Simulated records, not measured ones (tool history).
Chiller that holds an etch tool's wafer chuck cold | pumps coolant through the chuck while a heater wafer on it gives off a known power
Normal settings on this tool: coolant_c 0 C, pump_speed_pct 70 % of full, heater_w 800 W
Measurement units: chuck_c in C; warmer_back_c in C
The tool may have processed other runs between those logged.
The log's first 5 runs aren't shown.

run    hour  coolant_c  pump_speed_pct  heater_w  hours since the coolant was changed and the channels were flushed  hours since the pump was overhauled  hours since the chiller's thermometer was calibrated  chuck_c  warmer_back_c
  6   479.6          0              70       800                                                               6410                                 5677                                                   178     6.33           2.15
  7   584.8         -5              70       800                                                               6515                                 5782                                                   283     1.48           2.22
  8   738.7          2              70       800                                                               6669                                 5936                                                   437     8.35            2.2
  9   872.8          2              70       800                                                               6804                                 6070                                                   571     8.59           2.25
 10     952          0              70       800                                                               6883                                 6150                                                   651     6.37           2.21
 11  1069.7          0              70       800                                                               7000                                 6267                                                   768     6.54           2.22
 12  1177.1          0              70       800                                                               7108                                 6375                                                   876     6.52           2.24
 13  1270.8         -6              70       800                                                               7202                                 6468                                                   969     0.68            2.2
 14  1405.9          5              70       800                                                               7337                                 6603                                                  1104    11.65           2.21
 15  1573.8          0              70       405                                                               7505                                 6771                                                  1272     3.38           1.08
 16  1681.7         -7              70       405                                                               7612                                 6879                                                  1380    -3.31           1.09
     1721.9  -- coolant changed, channels flushed
       1780  -- gauge calibrated
 17  1819.7         -7              70       405                                                                 98                                 7011                                                  1512    -3.93           1.06
 18  1902.8         -7              70       405                                                                181                                 7094                                                  1595    -3.72           1.09
 19  2014.4         -1              96       595                                                                292                                 7206                                                  1707     2.53           1.17
 20  2197.4         -1              96       595                                                                475                                 7389                                                  1890     2.61           1.14
 21  2342.4          8              96       546                                                                620                                 7534                                                  2035    11.44           1.04
 22  2421.7          3              91       541                                                                700                                 7613                                                  2114     6.59           1.13
 23  2576.3          1              61       462                                                                854                                 7768                                                  2269     5.32           1.47
     2626.3  -- chiller's thermometer calibrated
 24  2745.1          2              76       565                                                               1022                                 7936                                                   119     6.42           1.41
 25  2862.4          1              76      1067                                                               1139                                 8053                                                   236     9.08           2.65
 26  2950.4         -2              82       465                                                               1227                                 8141                                                   324      1.5           1.08
 27  3044.1          4              70       440                                                               1321                                 8235                                                   418     7.85           1.23
 28  3166.6         -4              80       440                                                               1444                                 8357                                                   540    -0.56           1.04
 29  3288.5         -4              80       440                                                               1566                                 8479                                                   662    -0.61           1.04

Predict the results of run 30:
 30  3430.1         -4              80       440                                                               1707                                 8621                                                   804        ?              ?

chuck_c: -0.49 C
warmer_back_c: 1 C
Were there no unlogged condition in the tool, this run, its random variation unchanged, would have produced chuck_c -0.96 C, warmer_back_c 1 C.
